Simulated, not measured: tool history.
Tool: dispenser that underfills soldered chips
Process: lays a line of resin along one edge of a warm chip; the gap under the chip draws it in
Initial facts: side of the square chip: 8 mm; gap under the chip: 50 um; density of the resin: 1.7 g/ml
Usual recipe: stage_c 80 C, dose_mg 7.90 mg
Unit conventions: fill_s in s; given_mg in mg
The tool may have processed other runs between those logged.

run,hour,stage_c,dose_mg,fill_s,given_mg
1,0.0,80,7.90,49.7,7.14
2,2.7,80,7.90,55.9,7.15
# hour 5.3: new syringe of resin
3,7.4,80,7.90,45.2,7.11
4,9.8,80,7.90,50.7,7.14
5,13.3,80,7.90,57.2,7.17
# hour 15.5: new syringe of resin
6,18.2,80,7.90,45.0,7.13
7,21.6,74,7.34,65.8,6.60
# hour 24.2: dispensing valve cleaned and set on the balance
# hour 26.8: new syringe of resin
8,27.2,76,8.11,45.9,8.04
9,31.9,79,6.90,52.4,6.81
10,35.5,79,6.90,60.6,6.85
# hour 37.2: new syringe of resin
11,40.0,79,8.06,45.7,8.00
12,44.5,94,9.25,35.6,9.15

Predict each of these 5 candidate next runs independently; none follows another, all start after run 12:
# hour 47.7: new syringe of resin
A,48.7,80,9.94,?,?
# hour 47.7: new syringe of resin
B,48.7,94,9.28,?,?
# hour 47.7: new syringe of resin
C,48.7,94,7.57,?,?
# hour 47.7: new syringe of resin
D,48.7,69,8.52,?,?
# hour 47.7: new syringe of resin
E,48.7,90,9.73,?,?

run,fill_s,given_mg
A,41.1,9.75
B,27.7,9.12
C,29.6,7.46
D,60.0,8.38
E,31.2,9.63
Stripped of hidden state, with their random variation kept, the same runs would have yielded:
run,fill_s,given_mg
A,38.4,9.88
B,26.0,9.24
C,27.7,7.56
D,56.1,8.50
E,29.2,9.76
